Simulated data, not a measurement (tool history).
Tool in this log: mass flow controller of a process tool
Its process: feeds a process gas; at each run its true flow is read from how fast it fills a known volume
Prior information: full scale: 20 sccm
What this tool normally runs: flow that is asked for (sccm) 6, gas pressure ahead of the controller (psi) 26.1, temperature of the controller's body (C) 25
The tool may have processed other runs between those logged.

run,hour,flow that is asked for (sccm),gas pressure ahead of the controller (psi),temperature of the controller's body (C),true flow (%)
1,0.0,6,26.1,25,98.29
2,135.6,6,26.1,25,98.28
3,291.4,6,26.1,25,98.09
4,407.5,6,24.2,25,97.99
5,548.5,6,23.2,25,97.99
6,738.6,16,26.1,25,99.35
7,893.0,16,26.1,25,99.52
8,1032.4,16,26.0,25,99.34
9,1151.1,15,26.1,25,99.27
10,1328.2,15,26.1,25,99.27
11,1564.5,15,26.1,25,99.28
12,1675.0,15,26.1,25,99.33
13,1886.4,15,26.1,25,99.32
# hour 1906.2: controller's zero set anew
14,2130.9,6,33.1,31,97.11
15,2335.7,7,22.6,28,97.27
16,2549.4,7,22.6,28,97.25
17,2707.3,2,34.8,25,93.28
# hour 2915.0: controller's zero set anew, once more
18,2915.0,6,37.7,22,99.26
19,3158.0,9,28.1,31,98.80
20,3398.1,9,21.6,31,98.65
21,3658.4,9,21.6,31,98.78
22,3793.7,9,21.6,31,98.62
23,4055.9,9,21.6,31,98.62

4 ways to go on from here, each from the tool as it stands after run 23. What would each give?
A,4294.7,9,36.7,36,?
B,4294.7,6,23.8,25,?
C,4294.7,9,21.6,39,?
D,4294.7,4,31.5,36,?

run,true flow (%)
A,98.39
B,98.58
C,98.17
D,97.32
With no hidden state in the tool, these same runs would have given:
run,true flow (%)
A,98.05
B,98.47
C,97.83
D,97.56
